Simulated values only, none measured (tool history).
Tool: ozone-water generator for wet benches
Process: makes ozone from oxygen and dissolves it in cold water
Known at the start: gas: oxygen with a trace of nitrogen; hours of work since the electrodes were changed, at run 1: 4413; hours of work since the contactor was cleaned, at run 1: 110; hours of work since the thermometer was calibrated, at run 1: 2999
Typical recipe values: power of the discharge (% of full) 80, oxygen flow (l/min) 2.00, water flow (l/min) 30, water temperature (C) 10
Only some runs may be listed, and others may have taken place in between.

run    hour  power of the discharge (% of full)  oxygen flow (l/min)  water flow (l/min)  water temperature (C)  hours of work since the electrodes were changed  hours of work since the contactor was cleaned  hours of work since the thermometer was calibrated  dissolved ozone (ppm)  ozone in the gas ahead of the water (g/m3)
  1     0.0                                  80                 2.00                  30                     10                                             4413                                            110                                                2999                    8.1                                       174.5
  2    84.0                                  80                 2.00                  30                     10                                             4471                                            168                                                3057                    8.2                                       176.5
  3   225.5                                  80                 2.00                  23                     10                                             4569                                            266                                                3155                   10.7                                       172.6
  4   396.4                                  80                 2.00                  23                     10                                             4687                                            384                                                3273                   10.7                                       173.3
  5   582.9                                  80                 2.00                  23                     10                                             4816                                            513                                                3402                   10.9                                       174.3
  6   723.5                                  80                 2.00                  23                     10                                             4913                                            610                                                3499                   10.6                                       173.6
  7   814.6                                  80                 2.00                  23                     10                                             4976                                            673                                                3562                   10.7                                       175.4
  8   983.7                                  80                 2.00                  23                     10                                             5093                                            790                                                3679                   10.7                                       174.7
  9  1146.8                                  80                 2.00                  23                     10                                             5206                                            903                                                3792                   10.8                                       172.5
 10  1299.7                                  80                 1.09                  30                     10                                             5312                                           1009                                                3898                    6.5                                       239.7
 11  1476.1                                  80                 1.09                  30                     10                                             5434                                           1131                                                4020                    6.4                                       238.4
     1622.7  -- water thermometer calibrated
 12  1658.8                                  80                 1.09                  30                     10                                             5560                                           1257                                                  25                    6.4                                       234.9
 13  1771.7                                  80                 1.09                  30                     10                                             5638                                           1335                                                 103                    6.4                                       235.5
 14  1876.2                                  80                 1.09                  30                     10                                             5710                                           1407                                                 175                    6.3                                       234.8
 15  2045.5                                  80                 1.09                  30                     10                                             5828                                           1525                                                 292                    6.3                                       233.0
     2129.2  -- water thermometer calibrated, once more
 16  2205.9                                  80                 1.09                  30                     10                                             5938                                           1635                                                  53                    6.2                                       235.6
 17  2300.2                                  51                 2.00                  30                     10                                             6003                                           1700                                                 118                    6.1                                       133.7
 18  2428.7                                  51                 2.00                  30                     10                                             6092                                           1789                                                 207                    6.0                                       131.1
 19  2597.8                                  80                 2.81                  30                      6                                             6209                                           1906                                                 324                    9.0                                       140.9
 20  2782.7                                  80                 2.81                  30                      6                                             6337                                           2034                                                 452                    8.7                                       140.7
 21  2862.1                                  67                 1.59                  30                     10                                             6392                                           2089                                                 507                    6.5                                       173.0
 22  2986.0                                  67                 2.00                  30                      5                                             6478                                           2175                                                 593                    7.0                                       153.5

Run 23 is up next; what results do you expect?
 23  3131.3                                 100                 2.65                  19                      6                                             6578                                           2275                                                 693                      ?                                           ?

{"run 23": {"dissolved ozone (ppm)": 15.6, "ozone in the gas ahead of the water (g/m3)": 164.8}}
With no hidden state in the tool, this same run would have given dissolved ozone (ppm) 17.9, ozone in the gas ahead of the water (g/m3) 187.5.
